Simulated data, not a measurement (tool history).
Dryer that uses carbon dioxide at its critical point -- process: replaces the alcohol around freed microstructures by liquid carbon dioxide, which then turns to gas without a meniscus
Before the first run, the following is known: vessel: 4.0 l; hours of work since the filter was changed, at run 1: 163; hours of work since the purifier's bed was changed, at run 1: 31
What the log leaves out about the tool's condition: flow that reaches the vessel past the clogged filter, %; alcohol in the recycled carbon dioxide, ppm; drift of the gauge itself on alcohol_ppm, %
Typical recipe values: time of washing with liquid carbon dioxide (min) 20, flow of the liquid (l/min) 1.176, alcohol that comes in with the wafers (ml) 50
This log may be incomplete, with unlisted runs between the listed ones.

run	hour	time of washing with liquid carbon dioxide (min)	flow of the liquid (l/min)	alcohol that comes in with the wafers (ml)	hours of work since the filter was changed	hours of work since the purifier's bed was changed	alcohol left in the vessel before it's heated (ppm by volume)
1	0.0	20	1.176	50	163	31	241
2	6.4	20	1.176	50	167	34	247
3	10.2	20	1.176	50	169	36	232
4	15.2	20	1.176	72	171	38	333
5	19.5	20	1.176	72	174	41	333
6	27.5	20	1.176	72	178	45	344
7	31.2	20	1.176	72	180	47	340
8	38.9	20	1.176	72	184	51	350
9	43.0	20	1.176	89	186	53	416
10	49.6	20	1.176	89	189	56	425
11	54.1	20	1.176	89	192	59	436
12	59.1	20	0.930	50	194	61	531
13	64.9	13	0.930	89	197	64	2931
14	72.8	31	1.720	34	201	68	13

For each run, the measured value with the value that run would have given without the tool's hidden condition subtracted. The run-to-run variation is shared by both, the gauge scatter possibly not:
run	alcohol left in the vessel before it's heated (ppm by volume)
1	+39
2	+40
3	+41
4	+56
5	+58
6	+60
7	+62
8	+62
9	+77
10	+78
11	+81
12	+83
13	+289
14	+11
